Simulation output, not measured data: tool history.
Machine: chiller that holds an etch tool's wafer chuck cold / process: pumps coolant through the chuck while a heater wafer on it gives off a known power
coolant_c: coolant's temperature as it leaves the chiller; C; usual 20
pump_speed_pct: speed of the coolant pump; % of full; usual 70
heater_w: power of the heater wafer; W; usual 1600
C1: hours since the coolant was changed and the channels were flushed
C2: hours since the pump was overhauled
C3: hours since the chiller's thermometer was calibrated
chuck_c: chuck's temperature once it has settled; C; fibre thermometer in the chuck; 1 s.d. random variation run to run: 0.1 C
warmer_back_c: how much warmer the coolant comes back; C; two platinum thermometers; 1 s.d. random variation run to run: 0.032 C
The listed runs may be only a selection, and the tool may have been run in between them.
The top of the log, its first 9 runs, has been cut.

run 10 hour=1209.9 | coolant_c=20 pump_speed_pct=70 heater_w=1711 | C1=1823 C2=3933 C3=3281 | chuck_c=43.9 warmer_back_c=4.68
run 11 hour=1422.4 | coolant_c=20 pump_speed_pct=70 heater_w=1711 | C1=2035 C2=4145 C3=3493 | chuck_c=44.2 warmer_back_c=4.73
run 12 hour=1624.3 | coolant_c=20 pump_speed_pct=70 heater_w=1711 | C1=2237 C2=4347 C3=3695 | chuck_c=44.4 warmer_back_c=4.83
run 13 hour=1799.7 | coolant_c=20 pump_speed_pct=70 heater_w=1600 | C1=2412 C2=4522 C3=3870 | chuck_c=43.0 warmer_back_c=4.50
run 14 hour=2003.1 | coolant_c=20 pump_speed_pct=70 heater_w=1600 | C1=2616 C2=4726 C3=4074 | chuck_c=42.9 warmer_back_c=4.50
run 15 hour=2188.5 | coolant_c=20 pump_speed_pct=70 heater_w=1600 | C1=2801 C2=4911 C3=4259 | chuck_c=43.2 warmer_back_c=4.55
run 16 hour=2333.2 | coolant_c=20 pump_speed_pct=70 heater_w=1600 | C1=2946 C2=5056 C3=4404 | chuck_c=43.0 warmer_back_c=4.56
run 17 hour=2507.4 | coolant_c=20 pump_speed_pct=87 heater_w=1778 | C1=3120 C2=5230 C3=4578 | chuck_c=42.5 warmer_back_c=4.02
run 18 hour=2719.1 | coolant_c=18 pump_speed_pct=91 heater_w=1778 | C1=3332 C2=5442 C3=4790 | chuck_c=40.1 warmer_back_c=3.86
run 19 hour=2810.3 | coolant_c=12 pump_speed_pct=84 heater_w=1778 | C1=3423 C2=5533 C3=4881 | chuck_c=35.1 warmer_back_c=4.17
run 20 hour=2925.5 | coolant_c=12 pump_speed_pct=84 heater_w=1778 | C1=3538 C2=5648 C3=4996 | chuck_c=35.1 warmer_back_c=4.24
run 21 hour=3044.3 | coolant_c=12 pump_speed_pct=84 heater_w=1778 | C1=3657 C2=5767 C3=5115 | chuck_c=35.5 warmer_back_c=4.19
run 22 hour=3209.1 | coolant_c=12 pump_speed_pct=74 heater_w=839 | C1=3822 C2=5932 C3=5280 | chuck_c=23.6 warmer_back_c=2.31
run 23 hour=3342.6 | coolant_c=19 pump_speed_pct=91 heater_w=1600 | C1=3955 C2=6065 C3=5413 | chuck_c=39.1 warmer_back_c=3.52
-- hour=3417.6 chiller's thermometer calibrated
run 24 hour=3503.7 | coolant_c=12 pump_speed_pct=68 heater_w=1107 | C1=4115 C2=6225 C3=86 | chuck_c=29.2 warmer_back_c=3.27
run 25 hour=3653.8 | coolant_c=23 pump_speed_pct=83 heater_w=1107 | C1=4265 C2=6375 C3=236 | chuck_c=38.0 warmer_back_c=2.68
run 26 hour=3823.1 | coolant_c=23 pump_speed_pct=83 heater_w=1107 | C1=4435 C2=6545 C3=406 | chuck_c=38.0 warmer_back_c=2.68
run 27 hour=3924.0 | coolant_c=20 pump_speed_pct=95 heater_w=1171 | C1=4536 C2=6646 C3=506 | chuck_c=34.9 warmer_back_c=2.51
run 28 hour=4037.7 | coolant_c=20 pump_speed_pct=95 heater_w=1171 | C1=4649 C2=6759 C3=620 | chuck_c=34.7 warmer_back_c=2.50
run 29 hour=4140.3 | coolant_c=20 pump_speed_pct=95 heater_w=1171 | C1=4752 C2=6862 C3=723 | chuck_c=34.8 warmer_back_c=2.49
run 30 hour=4321.1 | coolant_c=20 pump_speed_pct=95 heater_w=1171 | C1=4933 C2=7043 C3=903 | chuck_c=34.9 warmer_back_c=2.49
run 31 hour=4452.3 | coolant_c=20 pump_speed_pct=95 heater_w=1171 | C1=5064 C2=7174 C3=1035 | chuck_c=35.0 warmer_back_c=2.51

Branching from run 31: 5 alternative next runs. What would each branch give?
run A hour=4597.6 | coolant_c=19 pump_speed_pct=70 heater_w=1600 | C1=5209 C2=7319 C3=1180 | chuck_c=? warmer_back_c=?
run B hour=4597.6 | coolant_c=24 pump_speed_pct=89 heater_w=1314 | C1=5209 C2=7319 C3=1180 | chuck_c=? warmer_back_c=?
run C hour=4597.6 | coolant_c=20 pump_speed_pct=88 heater_w=1171 | C1=5209 C2=7319 C3=1180 | chuck_c=? warmer_back_c=?
run D hour=4597.6 | coolant_c=12 pump_speed_pct=99 heater_w=1600 | C1=5209 C2=7319 C3=1180 | chuck_c=? warmer_back_c=?
run E hour=4597.6 | coolant_c=13 pump_speed_pct=78 heater_w=1600 | C1=5209 C2=7319 C3=1180 | chuck_c=? warmer_back_c=?

run=A chuck_c=44.1 warmer_back_c=4.78
run=B chuck_c=41.7 warmer_back_c=3.09
run=C chuck_c=35.9 warmer_back_c=2.68
run=D chuck_c=32.1 warmer_back_c=3.31
run=E chuck_c=36.2 warmer_back_c=4.29
Without the tool's hidden state the same runs would have given:
run=A chuck_c=40.0 warmer_back_c=4.05
run=B chuck_c=38.9 warmer_back_c=2.63
run=C chuck_c=33.4 warmer_back_c=2.26
run=D chuck_c=28.8 warmer_back_c=2.81
run=E chuck_c=32.4 warmer_back_c=3.63
